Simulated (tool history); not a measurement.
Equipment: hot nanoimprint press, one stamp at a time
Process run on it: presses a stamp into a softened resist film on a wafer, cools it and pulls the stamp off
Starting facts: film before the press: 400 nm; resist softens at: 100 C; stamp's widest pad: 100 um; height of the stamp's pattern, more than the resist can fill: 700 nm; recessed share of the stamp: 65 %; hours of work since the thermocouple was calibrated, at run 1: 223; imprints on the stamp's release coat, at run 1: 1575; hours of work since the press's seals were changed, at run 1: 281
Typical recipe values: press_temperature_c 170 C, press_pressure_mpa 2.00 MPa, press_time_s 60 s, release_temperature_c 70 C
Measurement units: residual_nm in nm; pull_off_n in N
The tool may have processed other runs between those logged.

run	day	press_temperature_c	press_pressure_mpa	press_time_s	release_temperature_c	hours of work since the thermocouple was calibrated	imprints on the stamp's release coat	hours of work since the press's seals were changed	residual_nm	pull_off_n
1	0.000	170	2.00	60	70	223	1575	281	161.4	157
2	0.508	170	2.00	80	70	229	1594	288	143.2	161
3	0.871	170	2.00	80	70	234	1608	292	143.3	160
4	1.554	170	2.00	60	70	242	1634	300	161.2	161
5	1.992	170	2.00	60	74	247	1651	306	161.1	154
6	2.296	170	2.00	60	74	251	1662	309	161.1	153
7	2.892	170	2.00	60	74	258	1685	317	161.1	155
8	3.375	170	2.00	60	70	264	1703	322	160.8	162
9	3.892	170	2.00	60	70	270	1723	329	160.7	163
10	4.538	170	2.00	60	70	278	1747	337	160.2	163
11	5.196	170	2.00	60	70	286	1772	345	160.9	169
12	5.546	170	2.00	60	69	290	1786	349	160.7	168
13	5.908	170	2.00	60	70	295	1799	353	160.5	166
14	6.354	170	2.00	60	70	300	1816	359	159.9	165
15	6.821	170	2.00	60	67	306	1834	364	160.8	174
16	7.183	165	1.92	37	70	310	1848	369	237.4	164
17	7.700	163	2.39	32	70	317	1868	375	248.2	167
18	8.258	163	2.39	32	70	323	1889	382	247.7	166
19	8.742	163	2.39	32	70	329	1907	388	249.0	163
20	9.408	176	1.60	32	61	337	1933	396	177.3	189
21	9.762	176	1.60	32	61	342	1946	400	178.2	189
22	10.425	177	3.01	32	72	350	1971	408	129.3	160
23	10.925	179	1.41	39	63	356	1990	414	154.8	180
24	11.400	170	1.29	60	67	362	2008	420	191.8	178
25	11.933	170	1.29	60	67	368	2028	426	192.7	176
26	12.300	170	2.48	113	67	372	2042	431	110.4	181
27	12.654	169	1.74	60	61	377	2056	435	176.8	194
28	13.017	174	2.36	60	70	381	2070	439	124.8	169
29	13.442	180	1.78	46	70	386	2086	445	124.6	165

What if the next run were any one of these 5? Each begins from the tool's condition after run 29:
A	13.729	170	2.42	60	67	390	2097	448	?	?
B	13.729	180	1.78	78	70	390	2097	448	?	?
C	13.729	170	2.00	60	58	390	2097	448	?	?
D	13.729	180	2.00	60	70	390	2097	448	?	?
E	13.729	170	2.54	74	70	390	2097	448	?	?

run	residual_nm	pull_off_n
A	146.0	175
B	99.1	173
C	159.4	203
D	104.9	170
E	131.8	171
With the hidden condition removed and each run's random variation left untouched, the same runs would have given:
run	residual_nm	pull_off_n
A	149.3	136
B	101.4	134
C	163.5	157
D	107.2	131
E	134.7	132

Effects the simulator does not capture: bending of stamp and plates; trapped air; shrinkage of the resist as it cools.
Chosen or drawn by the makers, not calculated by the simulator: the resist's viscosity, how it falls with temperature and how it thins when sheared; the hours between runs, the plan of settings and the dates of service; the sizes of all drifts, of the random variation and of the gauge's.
